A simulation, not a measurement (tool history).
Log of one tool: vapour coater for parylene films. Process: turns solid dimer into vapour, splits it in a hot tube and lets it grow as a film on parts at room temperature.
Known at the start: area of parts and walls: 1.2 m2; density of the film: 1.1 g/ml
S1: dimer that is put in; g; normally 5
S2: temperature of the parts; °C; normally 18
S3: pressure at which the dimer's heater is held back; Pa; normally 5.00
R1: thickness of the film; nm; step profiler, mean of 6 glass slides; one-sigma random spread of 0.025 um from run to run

run    day  S1  S2    S3    R1
  1  0.000   5  18  5.00  1740
  2  0.738   5  18  5.00  1670
  3  1.446   5  12  5.00  2100
  4  2.071   5  18  5.00  1740
  5  2.567   5  18  5.00  1760
  6  3.008   5  18  5.00  1700
  7  3.379   5  18  5.00  1660
  8  3.929   5  18  5.00  1680
  9  4.354   5  14  2.37  2280
 10  4.671   5  14  2.37  2300
     4.904  -- trap's valve overhauled
 11  5.238   6  30  2.37  1540
 12  5.804   6  30  2.37  1550
 13  6.350   4  30  5.18   870
 14  6.946   2  12  7.45   730
 15  7.379   2  12  7.45   730
     7.983  -- trap's valve overhauled, once more
 16  8.279   5  18  6.72  1640

Forecast each of these 4 alternatives for the next run:
  A  8.675   7  18  9.11   ?
  B  8.675   5  14  2.03   ?
  C  8.675   6  18  5.06   ?
  D  8.675   9  18  6.72   ?

run    R1
  A  2200
  B  2480
  C  2120
  D  2980
With no hidden state in the tool, these same runs would have given:
run    R1
  A  2270
  B  2560
  C  2190
  D  3070
